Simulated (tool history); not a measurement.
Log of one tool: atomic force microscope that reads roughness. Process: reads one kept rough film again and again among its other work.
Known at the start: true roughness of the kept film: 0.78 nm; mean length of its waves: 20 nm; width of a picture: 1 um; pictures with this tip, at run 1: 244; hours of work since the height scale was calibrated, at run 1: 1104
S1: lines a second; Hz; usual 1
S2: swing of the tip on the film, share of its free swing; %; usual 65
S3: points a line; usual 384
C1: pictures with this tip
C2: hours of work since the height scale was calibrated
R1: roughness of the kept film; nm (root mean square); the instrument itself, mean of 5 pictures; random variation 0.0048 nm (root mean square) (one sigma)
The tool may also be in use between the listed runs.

run	day	S1	S2	S3	C1	C2	R1
1	0	1	65	384	244	1104	0.69
2	2.171	1	65	384	279	1125	0.685
3	4.271	1	65	384	313	1146	0.674
4	5.538	1	65	384	334	1158	0.677
# day 5.821: new tip fitted
5	7.179	1	65	384	22	1174	0.727
6	8.762	1	65	384	47	1189	0.723
7	10.879	1	65	384	81	1209	0.723
8	12.758	1	65	384	112	1227	0.712
9	15.367	1	65	384	154	1253	0.702
# day 17: height scale calibrated on a step standard
10	17.288	1	65	384	184	3	0.686
11	19.504	1	65	384	220	24	0.679
12	21.125	1	65	384	246	40	0.683
13	23.304	1	65	384	281	61	0.68
14	25.525	1	65	264	317	82	0.657
# day 26.829: new tip fitted
15	27.292	1	65	264	7	99	0.714
16	29.267	1	74	384	39	118	0.692
17	31.404	1	65	384	74	139	0.715
18	32.962	1	65	384	99	154	0.706
19	34.304	0.75	65	384	120	167	0.711
20	35.829	0.75	65	384	145	182	0.703
21	37.962	0.75	65	384	179	202	0.699
22	39.879	0.75	65	384	210	221	0.696
23	41.2	0.75	65	384	232	234	0.693
24	44.158	1	65	384	279	262	0.673
25	46.958	1	65	384	324	289	0.681
# day 47.921: new tip fitted
26	49.029	1	65	384	18	309	0.709
27	52	3.43	58	718	65	338	0.692
28	55.004	3.43	58	718	114	367	0.701
29	57.6	3.43	58	718	156	392	0.675
30	60.046	1	65	256	195	416	0.681
31	62.812	0.54	65	256	240	442	0.678
32	64.462	0.54	65	256	267	458	0.675
33	67.317	0.54	65	256	313	486	0.66
# day 68.896: new tip fitted
34	69.071	1.92	59	384	3	503	0.716
35	71.479	1.92	59	384	41	526	0.712
36	74.2	1	61	919	85	552	0.728
37	76.838	1	88	280	128	578	0.649
38	78.85	1	88	280	160	597	0.653
39	80.712	1	88	280	190	615	0.645
40	82.158	1	88	280	214	629	0.644
41	83.488	0.85	88	472	235	642	0.662
42	86.288	0.85	88	472	280	669	0.656
43	87.517	0.85	88	472	300	681	0.653
44	88.958	0.85	87	464	323	695	0.647
# day 89.992: new tip fitted
45	91.512	0.85	87	464	24	719	0.694
46	94.404	0.63	90	403	71	747	0.692
47	96.775	2.05	81	709	109	770	0.646
48	98.133	1.78	64	310	131	783	0.683

4 ways to go on from here, each from the tool as it stands after run 48. What would each give?
A	100.679	1	80	384	172	808	?
B	100.679	0.82	71	429	172	808	?
C	100.679	0.7	64	314	172	808	?
D	100.679	1	61	302	172	808	?

run	R1
A	0.679
B	0.703
C	0.694
D	0.69
Without the tool's hidden state the same runs would have given:
run	R1
A	0.699
B	0.724
C	0.715
D	0.711
